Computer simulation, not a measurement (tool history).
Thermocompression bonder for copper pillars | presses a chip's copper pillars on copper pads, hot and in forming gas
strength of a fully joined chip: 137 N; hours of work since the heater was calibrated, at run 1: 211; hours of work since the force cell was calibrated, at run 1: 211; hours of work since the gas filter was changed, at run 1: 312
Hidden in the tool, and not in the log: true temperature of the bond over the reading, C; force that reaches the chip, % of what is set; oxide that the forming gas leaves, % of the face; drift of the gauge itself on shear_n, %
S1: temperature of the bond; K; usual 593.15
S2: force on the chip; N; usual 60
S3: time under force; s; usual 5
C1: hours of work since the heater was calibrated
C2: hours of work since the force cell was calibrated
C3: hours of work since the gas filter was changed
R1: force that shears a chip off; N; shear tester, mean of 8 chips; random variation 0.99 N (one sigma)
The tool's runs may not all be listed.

run   hour      S1  S2  S3   C1   C2   C3     R1
  1    0.0  593.15  60   5  211  211  312   85.2
  2   20.0  593.15  60   5  220  220  322   87.1
  3   32.8  614.15  60   5  226  226  328  100.8
  4   44.5  593.15  60   4  231  231  333   79.9
  5   55.6  593.15  60   5  236  236  338   86.1
  6   76.2  593.15  60   5  246  246  348   83.9
  7   87.0  593.15  53   5  251  251  353   76.6
  8   96.9  593.15  53   5  255  255  357   76.3
  9  119.2  593.15  53   5  266  266  367   76.8
 10  130.7  593.15  60   5  271  271  373   85.3
 11  148.1  593.15  60   5  279  279  381   85.8
 12  163.8  593.15  60   5  286  286  388   85.2
 13  177.0  593.15  60   5  293  293  394   84.2
 14  193.4  564.15  60   5  300  300  402   59.8
 15  212.7  593.15  53   5  309  309  411   75.7
 16  235.0  593.15  53   5  319  319  421   77.9
 17  249.1  593.15  54   5  326  326  428   77.5
 18  270.5  589.15  54   5  336  336  438   75.5
 19  286.8  589.15  54   5  343  343  445   74.2
 20  308.8  567.15  60   4  354  354  455   58.0
     325.9  -- forming gas filter changed
 21  327.3  593.15  60   6  362  362    1   95.0
 22  345.3  609.15  74  15  370  370    9  130.3
 23  356.3  609.15  74  15  375  375   14  130.6
 24  369.5  609.15  74  15  381  381   20  130.6
 25  383.7  609.15  74  15  388  388   27  131.0
 26  396.7  609.15  39  15  394  394   33  101.9
 27  419.9  609.15  39  15  405  405   44   99.8
 28  441.7  601.15  44   7  415  415   54   86.0
 29  457.2  601.15  44   7  422  422   61   83.5
 30  469.9  601.15  44   7  428  428   67   85.0
 31  485.2  587.15  71   8  435  435   74  107.8
 32  501.0  612.15  84   5  442  442   81  123.5
 33  513.9  612.15  84   5  448  448   87  121.9
 34  534.8  569.15  60   8  458  458   97   79.9
 35  556.7  569.15  60   8  468  468  107   81.7

Run 36 comes next. What will it give?
 36  575.7  600.15  53   9  477  477  116   ?

Run 36 gave R1 100.2 N.
Without the tool's hidden state the same run would have given R1 96.0 N.
